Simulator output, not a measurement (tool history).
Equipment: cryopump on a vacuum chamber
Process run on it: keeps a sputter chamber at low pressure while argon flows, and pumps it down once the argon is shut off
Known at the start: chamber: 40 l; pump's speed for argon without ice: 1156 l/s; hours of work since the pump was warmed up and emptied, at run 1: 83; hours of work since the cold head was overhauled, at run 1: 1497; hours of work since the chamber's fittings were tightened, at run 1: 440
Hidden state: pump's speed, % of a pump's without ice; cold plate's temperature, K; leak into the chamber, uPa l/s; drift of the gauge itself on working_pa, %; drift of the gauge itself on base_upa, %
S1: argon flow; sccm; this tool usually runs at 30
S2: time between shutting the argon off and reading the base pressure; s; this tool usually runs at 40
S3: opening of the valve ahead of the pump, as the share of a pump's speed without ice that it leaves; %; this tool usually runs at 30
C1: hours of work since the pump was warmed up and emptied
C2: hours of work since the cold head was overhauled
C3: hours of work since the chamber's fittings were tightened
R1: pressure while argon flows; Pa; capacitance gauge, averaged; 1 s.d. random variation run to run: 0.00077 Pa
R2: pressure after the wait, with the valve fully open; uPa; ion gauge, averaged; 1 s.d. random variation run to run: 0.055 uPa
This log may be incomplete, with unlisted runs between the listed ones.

run 1 hour=0 | S1=30 S2=40 S3=30 | C1=83 C2=1497 C3=440 | R1=0.149 R2=3.55
run 2 hour=37.8 | S1=30 S2=40 S3=43 | C1=110 C2=1524 C3=467 | R1=0.1043 R2=3.61
run 3 hour=105.3 | S1=30 S2=40 S3=17 | C1=158 C2=1572 C3=515 | R1=0.261 R2=3.51
run 4 hour=164.3 | S1=30 S2=45 S3=30 | C1=200 C2=1614 C3=557 | R1=0.1507 R2=3.19
run 5 hour=215.8 | S1=30 S2=45 S3=30 | C1=236 C2=1651 C3=593 | R1=0.1507 R2=3.22
run 6 hour=254.7 | S1=30 S2=40 S3=30 | C1=264 C2=1678 C3=621 | R1=0.1494 R2=3.61
run 7 hour=320.5 | S1=30 S2=40 S3=30 | C1=311 C2=1725 C3=668 | R1=0.1502 R2=3.73
run 8 hour=380.4 | S1=30 S2=40 S3=30 | C1=353 C2=1767 C3=710 | R1=0.1517 R2=3.63
run 9 hour=417.1 | S1=30 S2=40 S3=30 | C1=380 C2=1794 C3=736 | R1=0.1527 R2=3.67
run 10 hour=484.6 | S1=30 S2=40 S3=30 | C1=427 C2=1841 C3=784 | R1=0.1522 R2=3.64
run 11 hour=550.5 | S1=30 S2=40 S3=30 | C1=474 C2=1888 C3=831 | R1=0.1548 R2=3.61
run 12 hour=612.6 | S1=30 S2=40 S3=30 | C1=518 C2=1932 C3=875 | R1=0.1561 R2=3.77
run 13 hour=670 | S1=30 S2=40 S3=30 | C1=559 C2=1973 C3=916 | R1=0.1567 R2=3.74
run 14 hour=697.9 | S1=30 S2=40 S3=30 | C1=579 C2=1993 C3=936 | R1=0.1556 R2=3.72
run 15 hour=749.9 | S1=30 S2=40 S3=30 | C1=616 C2=2030 C3=973 | R1=0.1556 R2=3.67
run 16 hour=781 | S1=30 S2=40 S3=30 | C1=638 C2=2052 C3=995 | R1=0.1572 R2=3.88
-- hour=826.6 pump warmed up, emptied and cooled again
run 17 hour=843 | S1=27 S2=40 S3=30 | C1=12 C2=2093 C3=1035 | R1=0.1323 R2=3.69
run 18 hour=876.4 | S1=30 S2=121 S3=27 | C1=35 C2=2116 C3=1059 | R1=0.1637 R2=1.6
run 19 hour=910.4 | S1=14 S2=23 S3=30 | C1=60 C2=2140 C3=1083 | R1=0.0689 R2=6.09
run 20 hour=966.5 | S1=24 S2=93 S3=32 | C1=99 C2=2180 C3=1123 | R1=0.1114 R2=1.92
run 21 hour=994.6 | S1=24 S2=93 S3=32 | C1=119 C2=2200 C3=1143 | R1=0.1109 R2=1.97
run 22 hour=1045.4 | S1=24 S2=93 S3=32 | C1=155 C2=2236 C3=1179 | R1=0.1132 R2=1.93
run 23 hour=1090.8 | S1=46 S2=40 S3=56 | C1=188 C2=2269 C3=1211 | R1=0.126 R2=3.77
run 24 hour=1124.3 | S1=30 S2=34 S3=30 | C1=212 C2=2292 C3=1235 | R1=0.1505 R2=4.31
run 25 hour=1181.8 | S1=17 S2=105 S3=22 | C1=252 C2=2333 C3=1276 | R1=0.1155 R2=1.77
run 26 hour=1244.8 | S1=48 S2=120 S3=22 | C1=297 C2=2378 C3=1321 | R1=0.3271 R2=1.68
run 27 hour=1292.6 | S1=31 S2=62 S3=30 | C1=331 C2=2412 C3=1355 | R1=0.158 R2=2.71
run 28 hour=1344 | S1=31 S2=62 S3=30 | C1=368 C2=2449 C3=1391 | R1=0.157 R2=2.71
run 29 hour=1391.4 | S1=31 S2=62 S3=30 | C1=401 C2=2482 C3=1425 | R1=0.1577 R2=2.78
run 30 hour=1423 | S1=31 S2=62 S3=30 | C1=424 C2=2505 C3=1447 | R1=0.1584 R2=2.73
run 31 hour=1485.2 | S1=31 S2=67 S3=31 | C1=468 C2=2549 C3=1492 | R1=0.1548 R2=2.59
run 32 hour=1524.1 | S1=18 S2=40 S3=53 | C1=496 C2=2577 C3=1519 | R1=0.0554 R2=3.84
run 33 hour=1574.2 | S1=18 S2=40 S3=53 | C1=531 C2=2612 C3=1555 | R1=0.0551 R2=3.83

Some steps in R1 between neighbouring runs. How much of each would the tool show without its hidden state too (settings, what came in, random variation), and how much is left for the hidden state, with any gauge scatter that isn't in both results?
Run 2 -> 3: S3 43 -> 17. R1 +0.1567 Pa: hidden state +0.0006, all else +0.1561.
Run 16 -> 17: S1 30 -> 27, pump warmed up, emptied and cooled again. R1 -0.0249 Pa: hidden state -0.0096, all else -0.0153.
Run 22 -> 23: S1 24 -> 46, S2 93 -> 40, S3 32 -> 56. R1 +0.0128 Pa: hidden state +0.0031, all else +0.0097.
Run 25 -> 26: S1 17 -> 48, S2 105 -> 120. R1 +0.2116 Pa: hidden state +0.006, all else +0.2056.
Run 26 -> 27: S1 48 -> 31, S2 120 -> 62, S3 22 -> 30. R1 -0.1691 Pa: hidden state -0.0025, all else -0.1666.

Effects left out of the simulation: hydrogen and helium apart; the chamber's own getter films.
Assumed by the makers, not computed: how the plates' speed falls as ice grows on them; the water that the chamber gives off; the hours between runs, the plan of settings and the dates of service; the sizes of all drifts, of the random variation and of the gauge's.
